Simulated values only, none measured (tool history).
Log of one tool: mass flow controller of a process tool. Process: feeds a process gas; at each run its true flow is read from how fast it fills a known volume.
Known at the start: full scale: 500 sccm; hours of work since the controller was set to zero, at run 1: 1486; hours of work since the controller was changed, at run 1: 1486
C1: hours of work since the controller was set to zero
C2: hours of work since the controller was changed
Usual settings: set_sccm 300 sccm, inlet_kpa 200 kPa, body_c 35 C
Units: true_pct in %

{"run": 1, "day": 0.0, "set_sccm": 300, "inlet_kpa": 200, "body_c": 35, "C1": 1486, "C2": 1486, "true_pct": 99.6}
{"run": 2, "day": 10.138, "set_sccm": 300, "inlet_kpa": 200, "body_c": 35, "C1": 1590, "C2": 1590, "true_pct": 99.74}
{"run": 3, "day": 23.121, "set_sccm": 187, "inlet_kpa": 200, "body_c": 35, "C1": 1724, "C2": 1724, "true_pct": 99.44}
{"run": 4, "day": 38.454, "set_sccm": 187, "inlet_kpa": 200, "body_c": 35, "C1": 1883, "C2": 1883, "true_pct": 99.48}
{"run": 5, "day": 48.317, "set_sccm": 187, "inlet_kpa": 200, "body_c": 35, "C1": 1984, "C2": 1984, "true_pct": 99.31}
{"run": 6, "day": 56.0, "set_sccm": 187, "inlet_kpa": 200, "body_c": 35, "C1": 2064, "C2": 2064, "true_pct": 99.41}
{"run": 7, "day": 64.667, "set_sccm": 187, "inlet_kpa": 200, "body_c": 35, "C1": 2153, "C2": 2153, "true_pct": 99.53}
{"run": 8, "day": 71.321, "set_sccm": 300, "inlet_kpa": 165, "body_c": 35, "C1": 2222, "C2": 2222, "true_pct": 100.04}
{"run": 9, "day": 79.138, "set_sccm": 300, "inlet_kpa": 165, "body_c": 35, "C1": 2302, "C2": 2302, "true_pct": 100.06}
{"run": 10, "day": 93.579, "set_sccm": 300, "inlet_kpa": 165, "body_c": 35, "C1": 2452, "C2": 2452, "true_pct": 100.19}
{"run": 11, "day": 108.267, "set_sccm": 300, "inlet_kpa": 165, "body_c": 35, "C1": 2603, "C2": 2603, "true_pct": 100.16}
{"run": 12, "day": 122.871, "set_sccm": 300, "inlet_kpa": 165, "body_c": 35, "C1": 2754, "C2": 2754, "true_pct": 100.27}
{"run": 13, "day": 136.017, "set_sccm": 300, "inlet_kpa": 165, "body_c": 35, "C1": 2890, "C2": 2890, "true_pct": 100.24}
{"run": 14, "day": 143.625, "set_sccm": 300, "inlet_kpa": 165, "body_c": 35, "C1": 2968, "C2": 2968, "true_pct": 100.32}
{"run": 15, "day": 156.496, "set_sccm": 300, "inlet_kpa": 165, "body_c": 35, "C1": 3101, "C2": 3101, "true_pct": 100.28}
{"run": 16, "day": 165.883, "set_sccm": 300, "inlet_kpa": 200, "body_c": 35, "C1": 3198, "C2": 3198, "true_pct": 100.17}
{"run": 17, "day": 176.938, "set_sccm": 280, "inlet_kpa": 200, "body_c": 35, "C1": 3312, "C2": 3312, "true_pct": 100.18}
{"run": 18, "day": 184.904, "set_sccm": 280, "inlet_kpa": 200, "body_c": 35, "C1": 3394, "C2": 3394, "true_pct": 100.12}
{"run": 19, "day": 196.875, "set_sccm": 280, "inlet_kpa": 200, "body_c": 35, "C1": 3518, "C2": 3518, "true_pct": 100.12}
{"run": 20, "day": 208.383, "set_sccm": 280, "inlet_kpa": 200, "body_c": 35, "C1": 3637, "C2": 3637, "true_pct": 100.3}
{"run": 21, "day": 216.779, "set_sccm": 300, "inlet_kpa": 200, "body_c": 35, "C1": 3723, "C2": 3723, "true_pct": 100.18}
{"run": 22, "day": 232.046, "set_sccm": 300, "inlet_kpa": 200, "body_c": 35, "C1": 3881, "C2": 3881, "true_pct": 100.37}
{"run": 23, "day": 244.962, "set_sccm": 300, "inlet_kpa": 200, "body_c": 35, "C1": 4014, "C2": 4014, "true_pct": 100.49}
{"run": 24, "day": 256.788, "set_sccm": 300, "inlet_kpa": 200, "body_c": 35, "C1": 4136, "C2": 4136, "true_pct": 100.52}
{"run": 25, "day": 268.433, "set_sccm": 300, "inlet_kpa": 200, "body_c": 35, "C1": 4257, "C2": 4257, "true_pct": 100.45}
{"run": 26, "day": 277.883, "set_sccm": 490, "inlet_kpa": 200, "body_c": 30, "C1": 4354, "C2": 4354, "true_pct": 100.92}
{"run": 27, "day": 293.033, "set_sccm": 300, "inlet_kpa": 193, "body_c": 35, "C1": 4511, "C2": 4511, "true_pct": 100.64}
{"run": 28, "day": 301.325, "set_sccm": 132, "inlet_kpa": 148, "body_c": 35, "C1": 4596, "C2": 4596, "true_pct": 100.32}
{"run": 29, "day": 309.396, "set_sccm": 300, "inlet_kpa": 212, "body_c": 40, "C1": 4680, "C2": 4680, "true_pct": 100.65}
{"run": 30, "day": 323.825, "set_sccm": 167, "inlet_kpa": 200, "body_c": 39, "C1": 4829, "C2": 4829, "true_pct": 100.23}
{"run": 31, "day": 335.779, "set_sccm": 478, "inlet_kpa": 226, "body_c": 31, "C1": 4952, "C2": 4952, "true_pct": 101.08}
{"run": 32, "day": 349.271, "set_sccm": 300, "inlet_kpa": 268, "body_c": 34, "C1": 5091, "C2": 5091, "true_pct": 100.26}

Run 33 comes next. What will it give?
{"run": 33, "day": 358.454, "set_sccm": 300, "inlet_kpa": 268, "body_c": 22, "C1": 5186, "C2": 5186, "true_pct": "?"}

Run 33 gave true_pct 99.92 %.
Without the tool's hidden state the same run would have given true_pct 98.73 %.

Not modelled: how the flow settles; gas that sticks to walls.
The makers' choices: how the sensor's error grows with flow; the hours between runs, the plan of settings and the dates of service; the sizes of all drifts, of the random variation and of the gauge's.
